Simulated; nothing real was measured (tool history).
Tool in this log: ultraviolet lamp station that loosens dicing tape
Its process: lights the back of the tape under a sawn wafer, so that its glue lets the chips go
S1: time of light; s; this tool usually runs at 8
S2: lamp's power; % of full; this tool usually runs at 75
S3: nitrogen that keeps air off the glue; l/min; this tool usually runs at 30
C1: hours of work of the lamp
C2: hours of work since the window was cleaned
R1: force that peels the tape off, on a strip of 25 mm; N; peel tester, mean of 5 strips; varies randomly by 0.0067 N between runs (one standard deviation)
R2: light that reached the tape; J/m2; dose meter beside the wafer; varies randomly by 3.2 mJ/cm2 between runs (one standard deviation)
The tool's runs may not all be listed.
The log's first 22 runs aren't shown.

Run 23, day 58.296: usual settings but S1 11 s, S3 11 l/min; C1 62; C2 512. Result: R1 0.251 N, R2 5900 J/m2.
Run 24, day 61.688: usual settings but S1 5 s, S3 41 l/min; C1 116; C2 567. Result: R1 0.501 N, R2 2590 J/m2.
At day 63.892: window cleaned of glue's vapour.
Run 25, day 65.508: usual settings but S2 94 % of full, S3 55 l/min; C1 177; C2 26. Result: R1 0.188 N, R2 6080 J/m2.
Run 26, day 67.158: usual settings but S1 6 s, S2 73 % of full, S3 11 l/min; C1 204; C2 53. Result: R1 0.562 N, R2 3470 J/m2.
Run 27, day 69.708: usual settings but S1 6 s, S2 73 % of full, S3 11 l/min; C1 245; C2 94. Result: R1 0.559 N, R2 3380 J/m2.
Run 28, day 72.1: usual settings but S3 20 l/min; C1 284; C2 132. Result: R1 0.278 N, R2 4590 J/m2.
Run 29, day 74.75: usual settings but S1 13 s, S2 79 % of full, S3 26 l/min; C1 326; C2 175. Result: R1 0.179 N, R2 7800 J/m2.
Run 30, day 78.292: usual settings but S2 60 % of full, S3 48 l/min; C1 383; C2 232. Result: R1 0.301 N, R2 3480 J/m2.
Run 31, day 79.9: usual settings but S2 60 % of full, S3 48 l/min; C1 409; C2 258. Result: R1 0.31 N, R2 3510 J/m2.
Run 32, day 83.358: usual settings but S1 11 s, S2 60 % of full, S3 18 l/min; C1 465; C2 314. Result: R1 0.293 N, R2 4690 J/m2.
Run 33, day 86.358: usual settings but S1 4 s, S2 85 % of full, S3 13 l/min; C1 513; C2 362. Result: R1 0.88 N, R2 2340 J/m2.
Run 34, day 89.904: usual settings but S1 13 s; C1 571; C2 419. Result: R1 0.186 N, R2 6570 J/m2.
Run 35, day 91.871: usual settings but S1 15 s, S2 63 % of full; C1 602; C2 451. Result: R1 0.197 N, R2 6280 J/m2.
Run 36, day 94.246: usual settings but S1 6 s, S2 63 % of full, S3 16 l/min; C1 641; C2 489. Result: R1 0.786 N, R2 2500 J/m2.
Run 37, day 96.654: usual settings but S2 89 % of full, S3 10 l/min; C1 679; C2 528. Result: R1 0.371 N, R2 4610 J/m2.
Run 38, day 99.05: usual settings but S2 85 % of full, S3 59 l/min; C1 718; C2 567. Result: R1 0.22 N, R2 4300 J/m2.
At day 101.283: window cleaned of glue's vapour.
Run 39, day 101.367: usual settings but S2 92 % of full, S3 12 l/min; C1 755; C2 1. Result: R1 0.283 N, R2 5450 J/m2.
Run 40, day 104.858: usual settings but S1 15 s, S2 66 % of full, S3 53 l/min; C1 811; C2 58. Result: R1 0.166 N, R2 7130 J/m2.
Run 41, day 108.538: usual settings but S1 15 s, S2 66 % of full, S3 53 l/min; C1 870; C2 117. Result: R1 0.172 N, R2 6930 J/m2.
Run 42, day 111.275: usual settings but S1 15 s, S2 66 % of full, S3 53 l/min; C1 915; C2 161. Result: R1 0.162 N, R2 6760 J/m2.

Below are 3 alternative next runs, each starting from the tool's condition after run 42. Predict each:
Run A, day 113.254: usual settings but S1 5 s, S2 66 % of full, S3 10 l/min; C1 946; C2 193. Result: R1 ?, R2 ?.
Run B, day 113.254: usual settings but S1 16 s, S2 98 % of full, S3 39 l/min; C1 946; C2 193. Result: R1 ?, R2 ?.
Run C, day 113.254: usual settings but S2 66 % of full; C1 946; C2 193. Result: R1 ?, R2 ?.

run    R1     R2
  A  0.95   2220
  B  0.16  10640
  C  0.36   3640
Take away the tool's hidden state, keep each run's random variation, and the runs would have read:
run     R1     R2
  A   0.73   2770
  B   0.16  13260
  C  0.266   4530
